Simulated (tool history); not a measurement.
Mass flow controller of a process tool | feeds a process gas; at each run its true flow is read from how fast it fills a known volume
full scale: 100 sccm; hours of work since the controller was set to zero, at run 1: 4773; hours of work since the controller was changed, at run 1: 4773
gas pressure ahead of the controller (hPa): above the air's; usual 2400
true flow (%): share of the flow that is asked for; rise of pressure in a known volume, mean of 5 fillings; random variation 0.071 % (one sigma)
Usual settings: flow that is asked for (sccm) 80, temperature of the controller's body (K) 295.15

run	day	flow that is asked for (sccm)	gas pressure ahead of the controller (hPa)	temperature of the controller's body (K)	hours of work since the controller was set to zero	hours of work since the controller was changed	true flow (%)
1	0	80	2400	295.15	4773	4773	100.29
2	3.296	80	2400	299.15	4821	4821	99.88
3	6.558	80	2400	295.15	4869	4869	100.2
4	10.454	80	2650	295.15	4926	4926	100.27
5	14.654	80	2630	295.15	4988	4988	100.12
6	18.417	80	2630	295.15	5043	5043	100.28
7	22.867	80	2510	295.15	5109	5109	100.34
8	29.871	80	2510	295.15	5212	5212	100.22
9	35.288	66	2510	295.15	5291	5291	99.96
10	40.242	66	2510	295.15	5364	5364	99.97
11	46.05	66	2510	295.15	5449	5449	99.94
12	50.825	66	2510	298.15	5519	5519	99.75
13	57.621	16	2400	306.15	5619	5619	98.5
14	62.625	15	2400	313.15	5693	5693	98.06
15	65.579	21	2610	304.15	5736	5736	98.88
16	71.096	60	2400	308.15	5817	5817	98.95
17	75.729	63	2400	295.15	5885	5885	99.94
18	81.092	13	2230	298.15	5964	5964	98.92
19	84.154	62	2370	295.15	6009	6009	99.87
# day 87.675: controller exchanged for a calibrated one
20	87.804	80	2180	304.15	2	2	99.38
21	91.667	10	1960	295.15	59	59	99.26

5 ways to go on from here, each from the tool as it stands after run 21. What would each give?
A	96.492	46	1490	311.15	129	129	?
B	96.492	90	2400	295.15	129	129	?
C	96.492	11	1530	295.15	129	129	?
D	96.492	20	2040	294.15	129	129	?
E	96.492	87	1800	307.15	129	129	?

run	true flow (%)
A	98.17
B	100.41
C	98.84
D	99.31
E	99.21
Without the tool's hidden state the same runs would have given:
run	true flow (%)
A	98.17
B	100.41
C	98.84
D	99.31
E	99.21
